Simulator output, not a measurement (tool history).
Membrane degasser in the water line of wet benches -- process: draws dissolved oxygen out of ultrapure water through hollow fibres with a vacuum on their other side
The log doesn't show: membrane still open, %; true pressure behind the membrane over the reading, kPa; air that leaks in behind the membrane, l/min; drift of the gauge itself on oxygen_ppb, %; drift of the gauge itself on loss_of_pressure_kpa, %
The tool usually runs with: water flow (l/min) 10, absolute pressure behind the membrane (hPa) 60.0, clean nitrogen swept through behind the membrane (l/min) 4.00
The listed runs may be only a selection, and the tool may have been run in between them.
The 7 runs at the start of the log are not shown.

| run | hour | water flow (l/min) | absolute pressure behind the membrane (hPa) | clean nitrogen swept through behind the membrane (l/min) | hours since the membrane was changed | hours since the vacuum gauge was calibrated | hours since the vacuum lines were made tight | dissolved oxygen in the water behind the degasser (ppb) | pressure that the water loses in the fibres (hPa) |
|---|---|---|---|---|---|---|---|---|---|
| 8 | 928.8 | 10 | 60.0 | 4.00 | 6872 | 4975 | 8384 | 250.7 | 360.9 |
| 9 | 1006.1 | 10 | 48.6 | 4.00 | 6950 | 5052 | 8461 | 247.0 | 359.0 |
| 10 | 1108.4 | 10 | 48.6 | 4.00 | 7052 | 5154 | 8563 | 244.8 | 363.4 |
| 11 | 1240.0 | 10 | 48.6 | 4.00 | 7184 | 5286 | 8695 | 246.7 | 359.8 |
|  | 1263.3 | seals of the vacuum lines changed |
| 12 | 1319.6 | 10 | 60.0 | 4.00 | 7261 | 5364 | 56 | 248.1 | 360.3 |
| 13 | 1429.6 | 10 | 60.0 | 4.00 | 7371 | 5474 | 166 | 252.9 | 359.9 |
| 14 | 1578.0 | 10 | 60.0 | 4.00 | 7520 | 5622 | 315 | 251.8 | 361.0 |
| 15 | 1706.7 | 10 | 130.4 | 4.00 | 7648 | 5751 | 443 | 292.6 | 360.4 |
| 16 | 1856.8 | 10 | 49.9 | 4.00 | 7798 | 5901 | 593 | 248.1 | 359.7 |
| 17 | 2030.3 | 10 | 49.9 | 4.00 | 7972 | 6074 | 767 | 246.9 | 357.3 |
| 18 | 2210.4 | 15 | 39.8 | 3.15 | 8152 | 6254 | 947 | 689.8 | 541.8 |
| 19 | 2288.4 | 15 | 37.4 | 11.03 | 8230 | 6332 | 1025 | 685.4 | 543.3 |
| 20 | 2403.2 | 15 | 37.4 | 11.03 | 8345 | 6447 | 1140 | 675.0 | 538.7 |
| 21 | 2548.1 | 15 | 37.4 | 11.03 | 8490 | 6592 | 1285 | 684.8 | 540.8 |
| 22 | 2709.7 | 15 | 37.4 | 11.03 | 8651 | 6754 | 1446 | 674.2 | 539.6 |
| 23 | 2870.6 | 7 | 92.2 | 11.03 | 8812 | 6915 | 1607 | 76.7 | 254.0 |
|  | 2883.5 | vacuum gauge calibrated |
| 24 | 2977.3 | 14 | 92.2 | 2.17 | 8918 | 94 | 1713 | 662.3 | 506.6 |
| 25 | 3164.9 | 12 | 99.3 | 8.96 | 9106 | 281 | 1901 | 419.4 | 432.3 |
| 26 | 3301.6 | 10 | 60.0 | 11.66 | 9243 | 418 | 2038 | 237.2 | 360.4 |
| 27 | 3430.0 | 7 | 60.0 | 10.33 | 9371 | 546 | 2166 | 69.3 | 253.0 |
| 28 | 3567.7 | 8 | 63.4 | 5.77 | 9509 | 684 | 2304 | 122.7 | 291.0 |
| 29 | 3724.3 | 8 | 63.4 | 5.77 | 9665 | 841 | 2460 | 119.3 | 292.9 |
| 30 | 3834.0 | 9 | 47.4 | 11.22 | 9775 | 950 | 2570 | 170.6 | 323.8 |
| 31 | 3975.5 | 10 | 65.9 | 3.34 | 9917 | 1092 | 2712 | 264.3 | 358.3 |

Branching from run 31: 4 alternative next runs. What would each branch give?
| A | 4075.9 | 10 | 65.2 | 3.34 | 10017 | 1192 | 2812 | ? | ? |
| B | 4075.9 | 13 | 44.7 | 2.93 | 10017 | 1192 | 2812 | ? | ? |
| C | 4075.9 | 8 | 63.7 | 4.00 | 10017 | 1192 | 2812 | ? | ? |
| D | 4075.9 | 10 | 112.2 | 3.97 | 10017 | 1192 | 2812 | ? | ? |

| run | dissolved oxygen in the water behind the degasser (ppb) | pressure that the water loses in the fibres (hPa) |
|---|---|---|
| A | 259.3 | 361.9 |
| B | 494.2 | 471.2 |
| C | 126.1 | 289.0 |
| D | 281.0 | 359.5 |
Had the tool no hidden state, the same runs would have come out as:
| run | dissolved oxygen in the water behind the degasser (ppb) | pressure that the water loses in the fibres (hPa) |
|---|---|---|
| A | 258.7 | 361.7 |
| B | 493.3 | 470.9 |
| C | 125.8 | 288.8 |
| D | 280.4 | 359.3 |
